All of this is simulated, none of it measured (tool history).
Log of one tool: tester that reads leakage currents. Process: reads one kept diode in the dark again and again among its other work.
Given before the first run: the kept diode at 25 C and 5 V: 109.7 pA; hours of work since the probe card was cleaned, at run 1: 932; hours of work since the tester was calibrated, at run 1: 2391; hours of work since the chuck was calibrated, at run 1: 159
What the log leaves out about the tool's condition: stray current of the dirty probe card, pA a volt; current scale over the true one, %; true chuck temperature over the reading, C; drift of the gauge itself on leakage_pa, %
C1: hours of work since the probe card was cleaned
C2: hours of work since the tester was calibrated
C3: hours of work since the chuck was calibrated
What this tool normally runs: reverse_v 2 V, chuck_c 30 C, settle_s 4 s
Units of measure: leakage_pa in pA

Run 1, hour 0: usual settings; C1 932; C2 2391; C3 159. Result: leakage_pa 109.23 pA.
Run 2, hour 107.5: usual settings; C1 1012; C2 2471; C3 239. Result: leakage_pa 110.28 pA.
Run 3, hour 252.9: usual settings; C1 1119; C2 2578; C3 346. Result: leakage_pa 111.27 pA.
Run 4, hour 434.2: usual settings but reverse_v 3.93 V; C1 1253; C2 2712; C3 480. Result: leakage_pa 156.98 pA.
Run 5, hour 624.3: usual settings but reverse_v 3.93 V; C1 1393; C2 2852; C3 621. Result: leakage_pa 159.09 pA.
Run 6, hour 740.6: usual settings but chuck_c 34 C; C1 1479; C2 2938; C3 707. Result: leakage_pa 159.39 pA.
Run 7, hour 900.5: usual settings; C1 1597; C2 3057; C3 825. Result: leakage_pa 117.54 pA.
Run 8, hour 999: usual settings; C1 1670; C2 3129; C3 898. Result: leakage_pa 118.58 pA.
At hour 1015.1: probe card cleaned and baked.
Run 9, hour 1153.1: usual settings; C1 102; C2 3241; C3 1009. Result: leakage_pa 121.25 pA.
Run 10, hour 1351.1: usual settings; C1 248; C2 3387; C3 1155. Result: leakage_pa 123.47 pA.
Run 11, hour 1510: usual settings but settle_s 2.24 s; C1 366; C2 3505; C3 1273. Result: leakage_pa 124.4 pA.
Run 12, hour 1653.8: usual settings but settle_s 2.24 s; C1 472; C2 3611; C3 1379. Result: leakage_pa 126.15 pA.
Run 13, hour 1776.2: usual settings but reverse_v 4.74 V; C1 562; C2 3701; C3 1470. Result: leakage_pa 194.96 pA.
Run 14, hour 1929.9: usual settings but reverse_v 12.51 V, chuck_c 32 C, settle_s 0.41 s; C1 676; C2 3815; C3 1583. Result: leakage_pa 381.38 pA.
At hour 1998.6: probe card cleaned and baked, once more.
Run 15, hour 2091.1: usual settings but reverse_v 12.51 V, chuck_c 32 C, settle_s 0.41 s; C1 68; C2 3932; C3 1700. Result: leakage_pa 358.75 pA.
At hour 2165.1: chuck's temperature calibrated.
Run 16, hour 2224.9: usual settings but reverse_v 1.39 V, chuck_c 32 C, settle_s 5.52 s; C1 166; C2 4029; C3 44. Result: leakage_pa 106.18 pA.
Run 17, hour 2321.9: usual settings but reverse_v 1.39 V, chuck_c 32 C, settle_s 5.52 s; C1 237; C2 4101; C3 116. Result: leakage_pa 107.35 pA.
Run 18, hour 2502.4: usual settings but reverse_v 1.39 V, chuck_c 32 C, settle_s 5.52 s; C1 371; C2 4234; C3 249. Result: leakage_pa 107.88 pA.
Run 19, hour 2616.7: usual settings but reverse_v 7.1 V, chuck_c 22 C, settle_s 0.5 s; C1 455; C2 4319; C3 334. Result: leakage_pa 108.55 pA.
Run 20, hour 2793.3: usual settings but reverse_v 10.29 V, settle_s 0.6 s; C1 586; C2 4449; C3 464. Result: leakage_pa 246.41 pA.
Run 21, hour 2926.8: usual settings but reverse_v 10.29 V, settle_s 0.6 s; C1 684; C2 4548; C3 563. Result: leakage_pa 252.72 pA.
Run 22, hour 3098.6: usual settings but reverse_v 10.29 V, settle_s 0.6 s; C1 811; C2 4675; C3 690. Result: leakage_pa 255.43 pA.
Run 23, hour 3213.8: usual settings but reverse_v 8.82 V, settle_s 2.3 s; C1 896; C2 4760; C3 775. Result: leakage_pa 236.09 pA.
Run 24, hour 3324.3: usual settings but reverse_v 11.5 V, chuck_c 29 C; C1 978; C2 4841; C3 856. Result: leakage_pa 249.71 pA.
Run 25, hour 3523: usual settings but reverse_v 1.04 V, chuck_c 20 C, settle_s 9.36 s; C1 1125; C2 4988; C3 1003. Result: leakage_pa 38.26 pA.

Alternative continuations, all from the tool just after run 25; predict every row:
Run A, hour 3713.7: usual settings but reverse_v 1.04 V, chuck_c 20 C, settle_s 0.74 s; C1 1266; C2 5129; C3 1144. Result: leakage_pa ?.
Run B, hour 3713.7: usual settings but reverse_v 1.92 V; C1 1266; C2 5129; C3 1144. Result: leakage_pa ?.
Run C, hour 3713.7: usual settings but reverse_v 1.85 V, chuck_c 31 C, settle_s 9.36 s; C1 1266; C2 5129; C3 1144. Result: leakage_pa ?.
Run D, hour 3713.7: usual settings but reverse_v 12.06 V, chuck_c 20 C, settle_s 9.36 s; C1 1266; C2 5129; C3 1144. Result: leakage_pa ?.
Run E, hour 3713.7: usual settings but reverse_v 1.4 V, chuck_c 33 C, settle_s 1.53 s; C1 1266; C2 5129; C3 1144. Result: leakage_pa ?.

run  leakage_pa
  A       39.29
  B      117.74
  C      125.49
  D      130.47
  E      128.99
The same runs, with their run-to-run variation unchanged, on a tool lacking any hidden condition would have given:
run  leakage_pa
  A       34.55
  B      105.05
  C      112.17
  D         109
  E      115.82
